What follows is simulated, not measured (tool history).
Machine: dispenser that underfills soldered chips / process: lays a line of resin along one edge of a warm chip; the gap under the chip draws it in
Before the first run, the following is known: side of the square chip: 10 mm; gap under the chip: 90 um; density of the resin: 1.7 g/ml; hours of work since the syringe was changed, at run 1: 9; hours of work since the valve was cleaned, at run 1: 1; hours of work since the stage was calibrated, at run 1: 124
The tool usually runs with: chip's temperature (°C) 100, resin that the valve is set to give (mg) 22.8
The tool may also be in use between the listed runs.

run    day  chip's temperature (°C)  resin that the valve is set to give (mg)  hours of work since the syringe was changed  hours of work since the valve was cleaned  hours of work since the stage was calibrated  time until the resin shows at the far edge (s)  resin that the valve gave (mg)
  1  0.000                      100                                      22.8                                            9                                          1                                           124                                           133.7                           22.79
     0.138  -- new syringe of resin
  2  0.179                      100                                      22.8                                            1                                          4                                           127                                            88.6                           22.68
  3  0.438                      100                                      22.8                                            5                                          8                                           132                                           111.9                           22.66
  4  0.683                      108                                      22.8                                           10                                         12                                           136                                           111.9                           22.59
     0.792  -- new syringe of resin
  5  0.854                      108                                      29.5                                            1                                         15                                           139                                            70.3                           29.10
  6  1.025                      108                                      29.5                                            4                                         18                                           142                                            82.2                           29.07
  7  1.200                      112                                      22.8                                            7                                         21                                           145                                            89.8                           22.55
  8  1.396                      100                                      25.6                                           11                                         25                                           148                                           146.3                           25.30
     1.454  -- new syringe of resin
  9  1.621                      100                                      26.7                                            3                                         28                                           152                                            98.5                           26.15
 10  1.742                      100                                      26.7                                            5                                         31                                           154                                           109.2                           26.23
 11  2.000                      100                                      24.4                                           10                                         35                                           159                                           140.5                           23.94
     2.117  -- new syringe of resin
 12  2.142                      110                                      22.8                                            0                                         37                                           161                                            65.3                           22.25
 13  2.250                      107                                      22.8                                            2                                         39                                           163                                            78.9                           22.29
 14  2.379                      100                                      22.8                                            5                                         41                                           165                                           108.7                           22.27
     2.471  -- dispensing valve cleaned and set on the balance
 15  2.633                       88                                      22.8                                            8                                          3                                           169                                           188.3                           22.74
     2.821  -- new syringe of resin
 16  2.821                       88                                      22.8                                            0                                          6                                           172                                           124.3                           22.65
 17  2.950                       88                                      22.8                                            2                                          8                                           174                                           141.0                           22.62
 18  3.204                      100                                      23.1                                            7                                         13                                           179                                           123.3                           22.91
 19  3.388                      100                                      23.1                                           10                                         16                                           182                                           145.8                           22.74
     3.488  -- new syringe of resin
 20  3.550                       96                                      22.5                                            1                                         18                                           185                                           102.1                           22.26
 21  3.788                      100                                      22.8                                            5                                         23                                           189                                           116.9                           22.51
 22  3.938                      100                                      22.8                                            8                                         25                                           191                                           131.9                           22.34
 23  4.108                      100                                      24.4                                           11                                         28                                           194                                           153.3                           23.96
     4.146  -- new syringe of resin
 24  4.271                      100                                      24.4                                            2                                         31                                           197                                            96.5                           23.94
 25  4.533                      109                                      29.0                                            7                                         35                                           202                                            96.0                           28.28
 26  4.758                       85                                      21.0                                           11                                         39                                           205                                           245.8                           20.42
     4.808  -- new syringe of resin
     4.983  -- dispensing valve cleaned and set on the balance
 27  4.983                       97                                      19.4                                            2                                          0                                           208                                           110.5                           19.34
 28  5.150                       94                                      25.7                                            5                                          3                                           211                                           131.5                           25.73
 29  5.296                       94                                      25.7                                            8                                          6                                           214                                           150.9                           25.61
     5.508  -- new syringe of resin
 30  5.529                       89                                      21.6                                            0                                          9                                           218                                           124.9                           21.49
 31  5.721                       89                                      21.6                                            4                                         13                                           221                                           149.0                           21.55
 32  5.929                       89                                      21.3                                            7                                         16                                           225                                           179.8                           21.17
     6.162  -- new syringe of resin
 33  6.167                       89                                      21.3                                            0                                         20                                           229                                           123.7                           21.16
 34  6.400                       98                                      21.5                                            4                                         24                                           233                                           114.4                           21.23
 35  6.608                      107                                      25.7                                            8                                         28                                           237                                           106.2                           25.43
     6.829  -- new syringe of resin
 36  6.846                       88                                      29.1                                            0                                         32                                           240                                           125.9                           28.61
 37  7.075                      106                                      20.6                                            4                                         36                                           245                                            93.7                           20.21

Forecast each of these 3 alternatives for the next run:
  A  7.271                       95                                      26.3                                            8                                         39                                           248                                               ?                               ?
  B  7.271                       95                                      28.6                                            8                                         39                                           248                                               ?                               ?
  C  7.271                       88                                      27.9                                            8                                         39                                           248                                               ?                               ?

run  time until the resin shows at the far edge (s)  resin that the valve gave (mg)
  A                                           148.4                           25.73
  B                                           148.7                           27.98
  C                                           182.3                           27.25
Stripped of hidden state, with their random variation kept, the same runs would have yielded:
run  time until the resin shows at the far edge (s)  resin that the valve gave (mg)
  A                                            93.1                           26.30
  B                                            93.2                           28.59
  C                                           114.0                           27.85
